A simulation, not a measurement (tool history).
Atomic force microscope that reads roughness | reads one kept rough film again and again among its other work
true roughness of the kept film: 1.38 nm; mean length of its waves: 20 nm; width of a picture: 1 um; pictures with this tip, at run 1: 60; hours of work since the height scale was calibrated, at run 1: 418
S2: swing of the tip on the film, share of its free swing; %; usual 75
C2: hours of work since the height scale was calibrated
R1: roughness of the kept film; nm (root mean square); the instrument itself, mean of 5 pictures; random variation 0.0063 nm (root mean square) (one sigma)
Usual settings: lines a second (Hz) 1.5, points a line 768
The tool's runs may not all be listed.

{"run": 1, "hour": 0.0, "lines a second (Hz)": 1.5, "S2": 75, "points a line": 768, "pictures with this tip": 60, "C2": 418, "R1": 0.993}
{"hour": 12.5, "done": "new tip fitted"}
{"run": 2, "hour": 59.1, "lines a second (Hz)": 1.5, "S2": 75, "points a line": 768, "pictures with this tip": 44, "C2": 443, "R1": 1.077}
{"hour": 88.3, "done": "new tip fitted"}
{"run": 3, "hour": 90.9, "lines a second (Hz)": 1.5, "S2": 75, "points a line": 768, "pictures with this tip": 3, "C2": 456, "R1": 1.217}
{"run": 4, "hour": 155.8, "lines a second (Hz)": 1.5, "S2": 75, "points a line": 768, "pictures with this tip": 64, "C2": 484, "R1": 1.011}
{"hour": 161.6, "done": "new tip fitted"}
{"run": 5, "hour": 215.6, "lines a second (Hz)": 1.5, "S2": 75, "points a line": 768, "pictures with this tip": 50, "C2": 510, "R1": 1.047}
{"hour": 235.4, "done": "new tip fitted"}
{"run": 6, "hour": 286.7, "lines a second (Hz)": 1.5, "S2": 75, "points a line": 768, "pictures with this tip": 48, "C2": 540, "R1": 1.061}
{"hour": 311.3, "done": "new tip fitted"}
{"run": 7, "hour": 326.3, "lines a second (Hz)": 1.5, "S2": 75, "points a line": 768, "pictures with this tip": 14, "C2": 557, "R1": 1.177}
{"run": 8, "hour": 380.6, "lines a second (Hz)": 1.5, "S2": 75, "points a line": 326, "pictures with this tip": 65, "C2": 580, "R1": 1.003}
{"hour": 387.2, "done": "new tip fitted"}
{"run": 9, "hour": 418.0, "lines a second (Hz)": 1.5, "S2": 75, "points a line": 326, "pictures with this tip": 29, "C2": 596, "R1": 1.102}
{"hour": 461.0, "done": "new tip fitted"}
{"run": 10, "hour": 489.5, "lines a second (Hz)": 1.5, "S2": 75, "points a line": 768, "pictures with this tip": 27, "C2": 627, "R1": 1.119}
{"hour": 534.3, "done": "new tip fitted"}
{"run": 11, "hour": 534.3, "lines a second (Hz)": 1.5, "S2": 75, "points a line": 768, "pictures with this tip": 0, "C2": 646, "R1": 1.227}
{"run": 12, "hour": 574.7, "lines a second (Hz)": 1.5, "S2": 75, "points a line": 369, "pictures with this tip": 38, "C2": 663, "R1": 1.093}
{"hour": 608.7, "done": "new tip fitted"}
{"run": 13, "hour": 608.7, "lines a second (Hz)": 1.5, "S2": 75, "points a line": 300, "pictures with this tip": 0, "C2": 677, "R1": 1.188}
{"run": 14, "hour": 668.6, "lines a second (Hz)": 1.5, "S2": 75, "points a line": 300, "pictures with this tip": 57, "C2": 703, "R1": 1.013}
{"hour": 682.1, "done": "new tip fitted"}
{"run": 15, "hour": 704.2, "lines a second (Hz)": 1.5, "S2": 75, "points a line": 300, "pictures with this tip": 21, "C2": 718, "R1": 1.102}
{"run": 16, "hour": 752.4, "lines a second (Hz)": 1.5, "S2": 75, "points a line": 300, "pictures with this tip": 66, "C2": 739, "R1": 0.991}
{"hour": 757.8, "done": "new tip fitted"}
{"run": 17, "hour": 816.0, "lines a second (Hz)": 1.5, "S2": 75, "points a line": 300, "pictures with this tip": 55, "C2": 766, "R1": 1.008}

Forecast run 18:
{"hour": 832.2, "done": "new tip fitted"}
{"run": 18, "hour": 854.2, "lines a second (Hz)": 1.5, "S2": 75, "points a line": 768, "pictures with this tip": 21, "C2": 782, "R1": "?"}

Run 18 gave R1 1.155 nm (root mean square).
Without the tool's hidden state the same run would have given R1 1.236 nm (root mean square).
